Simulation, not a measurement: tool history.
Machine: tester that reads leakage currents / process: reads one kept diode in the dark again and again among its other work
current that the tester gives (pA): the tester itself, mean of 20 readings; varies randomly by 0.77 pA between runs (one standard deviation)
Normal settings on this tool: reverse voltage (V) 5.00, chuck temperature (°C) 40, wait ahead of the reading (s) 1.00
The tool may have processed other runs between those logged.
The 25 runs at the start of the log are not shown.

run,day,reverse voltage (V),chuck temperature (°C),wait ahead of the reading (s),hours of work since the probe card was cleaned,hours of work since the tester was calibrated,hours of work since the chuck was calibrated,current that the tester gives (pA)
26,44.688,8.77,39,8.85,1898,2168,1208,306.29
27,46.162,5.98,39,5.73,1917,2186,1227,263.64
28,48.508,1.56,40,1.21,1946,2216,1256,174.10
29,49.725,1.05,44,1.00,1962,2231,1271,207.94
30,50.917,1.41,38,1.00,1977,2246,1286,142.64
31,53.571,1.41,38,1.00,2010,2279,1320,142.52
32,56.179,10.47,34,4.53,2043,2312,1352,222.62
33,57.262,3.61,60,8.89,2056,2326,1366,1125.38
34,59.650,3.61,60,8.89,2086,2356,1396,1117.75
35,60.883,3.61,60,2.02,2102,2371,1411,1127.14
36,63.371,12.04,40,3.43,2133,2402,1443,382.03
37,65.221,12.04,40,3.43,2156,2425,1466,382.33
38,66.588,17.48,26,3.43,2173,2443,1483,150.55

Run 39 is up next; what results do you expect?
39,68.354,17.48,26,3.16,2196,2465,1505,?

current that the tester gives (pA): 150.90
Take away the tool's hidden state, keep the run-to-run variation as it was, and the same run would have given current that the tester gives (pA) 120.63.

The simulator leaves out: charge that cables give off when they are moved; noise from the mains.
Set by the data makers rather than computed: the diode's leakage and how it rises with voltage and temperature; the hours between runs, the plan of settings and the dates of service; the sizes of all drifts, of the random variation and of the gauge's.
